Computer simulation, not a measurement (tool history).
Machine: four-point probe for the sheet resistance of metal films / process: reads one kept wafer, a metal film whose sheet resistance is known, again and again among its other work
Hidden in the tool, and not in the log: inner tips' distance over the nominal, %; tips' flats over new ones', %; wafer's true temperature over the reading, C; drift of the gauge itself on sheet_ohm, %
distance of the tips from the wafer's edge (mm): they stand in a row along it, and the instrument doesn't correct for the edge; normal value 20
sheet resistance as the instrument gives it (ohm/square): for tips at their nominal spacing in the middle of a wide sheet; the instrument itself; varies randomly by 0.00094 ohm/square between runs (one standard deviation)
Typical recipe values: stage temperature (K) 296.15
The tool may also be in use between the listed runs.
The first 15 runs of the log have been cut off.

| run | hour | stage temperature (K) | distance of the tips from the wafer's edge (mm) | touches since the probe head was changed | hours of work since the stage's thermometer was calibrated | sheet resistance as the instrument gives it (ohm/square) |
|---|---|---|---|---|---|---|
| 16 | 142.8 | 296.15 | 14 | 4255 | 1319 | 4.691588 |
| 17 | 152.6 | 296.15 | 14 | 4360 | 1323 | 4.690847 |
| 18 | 167.5 | 296.15 | 14 | 4518 | 1330 | 4.689146 |
| 19 | 176.0 | 306.15 | 7 | 4609 | 1334 | 4.746381 |
| 20 | 190.2 | 303.15 | 4 | 4761 | 1340 | 4.905771 |
| 21 | 203.1 | 296.15 | 58 | 4899 | 1346 | 4.669418 |
| 22 | 216.4 | 293.15 | 7 | 5041 | 1352 | 4.752426 |
| 23 | 225.0 | 291.15 | 8 | 5132 | 1355 | 4.733622 |
| 24 | 239.8 | 307.15 | 14 | 5290 | 1362 | 4.686164 |
| 25 | 249.0 | 296.15 | 7 | 5388 | 1366 | 4.749772 |

Forecast run 26:
| 26 | 261.3 | 296.15 | 7 | 5519 | 1371 | ? |

{"run 26": {"sheet resistance as the instrument gives it (ohm/square)": 4.752496}}
With no hidden state in the tool, this same run would have given sheet resistance as the instrument gives it (ohm/square) 4.752309.
